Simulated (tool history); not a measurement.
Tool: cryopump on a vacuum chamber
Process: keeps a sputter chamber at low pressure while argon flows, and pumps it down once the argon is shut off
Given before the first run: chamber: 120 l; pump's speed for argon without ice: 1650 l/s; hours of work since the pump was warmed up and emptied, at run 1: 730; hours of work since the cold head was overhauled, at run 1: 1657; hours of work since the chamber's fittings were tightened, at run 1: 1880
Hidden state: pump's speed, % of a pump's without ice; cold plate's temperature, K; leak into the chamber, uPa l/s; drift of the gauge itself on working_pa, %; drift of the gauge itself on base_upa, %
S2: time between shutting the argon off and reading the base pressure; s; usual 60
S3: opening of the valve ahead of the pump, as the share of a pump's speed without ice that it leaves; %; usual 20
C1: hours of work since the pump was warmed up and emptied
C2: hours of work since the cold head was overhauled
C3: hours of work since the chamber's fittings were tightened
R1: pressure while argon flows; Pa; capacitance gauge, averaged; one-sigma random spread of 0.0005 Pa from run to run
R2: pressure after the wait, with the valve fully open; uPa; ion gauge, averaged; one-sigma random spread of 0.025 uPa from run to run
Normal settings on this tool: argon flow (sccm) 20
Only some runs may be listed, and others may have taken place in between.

{"run": 1, "hour": 0.0, "argon flow (sccm)": 20, "S2": 60, "S3": 20, "C1": 730, "C2": 1657, "C3": 1880, "R1": 0.1082, "R2": 1.8}
{"run": 2, "hour": 59.2, "argon flow (sccm)": 20, "S2": 60, "S3": 20, "C1": 754, "C2": 1681, "C3": 1904, "R1": 0.1087, "R2": 1.8}
{"hour": 112.8, "done": "leaking fittings of the chamber tightened, without venting"}
{"run": 3, "hour": 157.2, "argon flow (sccm)": 20, "S2": 60, "S3": 50, "C1": 792, "C2": 1720, "C3": 18, "R1": 0.0472, "R2": 1.12}
{"run": 4, "hour": 208.0, "argon flow (sccm)": 20, "S2": 60, "S3": 50, "C1": 813, "C2": 1741, "C3": 39, "R1": 0.0473, "R2": 1.14}
{"run": 5, "hour": 268.0, "argon flow (sccm)": 20, "S2": 60, "S3": 50, "C1": 837, "C2": 1765, "C3": 63, "R1": 0.0479, "R2": 1.13}
{"run": 6, "hour": 339.2, "argon flow (sccm)": 20, "S2": 26, "S3": 20, "C1": 866, "C2": 1794, "C3": 92, "R1": 0.1103, "R2": 2.24}
{"hour": 358.5, "done": "pump warmed up, emptied and cooled again"}
{"run": 7, "hour": 406.9, "argon flow (sccm)": 38, "S2": 60, "S3": 20, "C1": 20, "C2": 1819, "C3": 117, "R1": 0.1965, "R2": 1.07}
{"run": 8, "hour": 477.1, "argon flow (sccm)": 38, "S2": 60, "S3": 20, "C1": 48, "C2": 1848, "C3": 146, "R1": 0.1964, "R2": 1.07}
{"run": 9, "hour": 520.4, "argon flow (sccm)": 38, "S2": 60, "S3": 20, "C1": 66, "C2": 1865, "C3": 163, "R1": 0.1974, "R2": 1.12}
{"run": 10, "hour": 583.7, "argon flow (sccm)": 38, "S2": 60, "S3": 20, "C1": 91, "C2": 1891, "C3": 189, "R1": 0.1976, "R2": 1.1}
{"run": 11, "hour": 657.1, "argon flow (sccm)": 38, "S2": 60, "S3": 20, "C1": 121, "C2": 1921, "C3": 218, "R1": 0.1981, "R2": 1.16}
{"run": 12, "hour": 716.8, "argon flow (sccm)": 38, "S2": 60, "S3": 20, "C1": 145, "C2": 1945, "C3": 243, "R1": 0.1977, "R2": 1.1}
{"run": 13, "hour": 819.6, "argon flow (sccm)": 38, "S2": 60, "S3": 20, "C1": 187, "C2": 1987, "C3": 284, "R1": 0.1978, "R2": 1.15}
{"run": 14, "hour": 905.9, "argon flow (sccm)": 38, "S2": 60, "S3": 20, "C1": 222, "C2": 2021, "C3": 319, "R1": 0.1994, "R2": 1.18}
{"run": 15, "hour": 991.6, "argon flow (sccm)": 38, "S2": 60, "S3": 20, "C1": 256, "C2": 2056, "C3": 354, "R1": 0.1994, "R2": 1.15}
{"run": 16, "hour": 1046.4, "argon flow (sccm)": 38, "S2": 60, "S3": 20, "C1": 279, "C2": 2078, "C3": 376, "R1": 0.2009, "R2": 1.21}
{"run": 17, "hour": 1139.8, "argon flow (sccm)": 38, "S2": 60, "S3": 20, "C1": 316, "C2": 2116, "C3": 414, "R1": 0.2012, "R2": 1.25}
{"run": 18, "hour": 1193.5, "argon flow (sccm)": 38, "S2": 60, "S3": 20, "C1": 338, "C2": 2138, "C3": 436, "R1": 0.2009, "R2": 1.23}
{"run": 19, "hour": 1262.7, "argon flow (sccm)": 15, "S2": 96, "S3": 53, "C1": 366, "C2": 2166, "C3": 464, "R1": 0.0314, "R2": 0.89}
{"run": 20, "hour": 1359.2, "argon flow (sccm)": 15, "S2": 96, "S3": 53, "C1": 405, "C2": 2205, "C3": 503, "R1": 0.0317, "R2": 0.97}
{"run": 21, "hour": 1450.0, "argon flow (sccm)": 15, "S2": 96, "S3": 53, "C1": 442, "C2": 2242, "C3": 540, "R1": 0.0322, "R2": 0.95}
{"run": 22, "hour": 1506.2, "argon flow (sccm)": 12, "S2": 96, "S3": 50, "C1": 465, "C2": 2265, "C3": 562, "R1": 0.0265, "R2": 0.99}
{"run": 23, "hour": 1577.9, "argon flow (sccm)": 20, "S2": 55, "S3": 43, "C1": 494, "C2": 2294, "C3": 591, "R1": 0.0522, "R2": 1.36}
{"run": 24, "hour": 1638.6, "argon flow (sccm)": 20, "S2": 55, "S3": 43, "C1": 518, "C2": 2318, "C3": 616, "R1": 0.0513, "R2": 1.4}
{"run": 25, "hour": 1692.2, "argon flow (sccm)": 16, "S2": 25, "S3": 20, "C1": 540, "C2": 2340, "C3": 638, "R1": 0.0858, "R2": 2.57}
{"run": 26, "hour": 1766.7, "argon flow (sccm)": 16, "S2": 25, "S3": 20, "C1": 570, "C2": 2370, "C3": 668, "R1": 0.0854, "R2": 2.5}
{"run": 27, "hour": 1821.7, "argon flow (sccm)": 16, "S2": 25, "S3": 20, "C1": 593, "C2": 2392, "C3": 690, "R1": 0.0862, "R2": 2.48}
{"run": 28, "hour": 1896.4, "argon flow (sccm)": 16, "S2": 25, "S3": 20, "C1": 623, "C2": 2423, "C3": 720, "R1": 0.0857, "R2": 2.56}
{"run": 29, "hour": 1993.8, "argon flow (sccm)": 16, "S2": 25, "S3": 20, "C1": 662, "C2": 2462, "C3": 760, "R1": 0.0862, "R2": 2.63}
{"run": 30, "hour": 2067.2, "argon flow (sccm)": 13, "S2": 117, "S3": 20, "C1": 692, "C2": 2492, "C3": 790, "R1": 0.0706, "R2": 0.98}
{"run": 31, "hour": 2140.7, "argon flow (sccm)": 11, "S2": 92, "S3": 29, "C1": 722, "C2": 2522, "C3": 819, "R1": 0.0426, "R2": 1.13}
{"run": 32, "hour": 2194.1, "argon flow (sccm)": 11, "S2": 92, "S3": 29, "C1": 743, "C2": 2543, "C3": 841, "R1": 0.0427, "R2": 1.19}
{"run": 33, "hour": 2252.3, "argon flow (sccm)": 27, "S2": 60, "S3": 29, "C1": 767, "C2": 2567, "C3": 865, "R1": 0.1042, "R2": 1.45}
{"run": 34, "hour": 2295.7, "argon flow (sccm)": 20, "S2": 60, "S3": 20, "C1": 785, "C2": 2584, "C3": 882, "R1": 0.1094, "R2": 1.49}
{"run": 35, "hour": 2367.4, "argon flow (sccm)": 9, "S2": 114, "S3": 48, "C1": 814, "C2": 2613, "C3": 911, "R1": 0.0225, "R2": 1.07}

Same runs, no hidden state in the tool, same run-to-run variation:
run=1 R1=0.1024 R2=1
run=2 R1=0.1026 R2=0.97
run=3 R1=0.0408 R2=1.03
run=4 R1=0.0407 R2=1.04
run=5 R1=0.0411 R2=1.02
run=6 R1=0.1032 R2=2.12
run=7 R1=0.1945 R2=1.01
run=8 R1=0.194 R2=0.99
run=9 R1=0.1949 R2=1.03
run=10 R1=0.1947 R2=1.01
run=11 R1=0.195 R2=1.04
run=12 R1=0.1943 R2=0.98
run=13 R1=0.1939 R2=1.01
run=14 R1=0.1951 R2=1.03
run=15 R1=0.1947 R2=0.99
run=16 R1=0.1958 R2=1.03
run=17 R1=0.1957 R2=1.05
run=18 R1=0.195 R2=1.02
run=19 R1=0.0289 R2=0.68
run=20 R1=0.0291 R2=0.73
run=21 R1=0.0293 R2=0.7
run=22 R1=0.0241 R2=0.73
run=23 R1=0.048 R2=1.08
run=24 R1=0.047 R2=1.11
run=25 R1=0.0821 R2=2.26
run=26 R1=0.0816 R2=2.18
run=27 R1=0.0823 R2=2.15
run=28 R1=0.0816 R2=2.21
run=29 R1=0.0818 R2=2.25
run=30 R1=0.0668 R2=0.6
run=31 R1=0.0393 R2=0.72
run=32 R1=0.0392 R2=0.76
run=33 R1=0.0955 R2=1.02
run=34 R1=0.1029 R2=1.04
run=35 R1=0.0194 R2=0.62
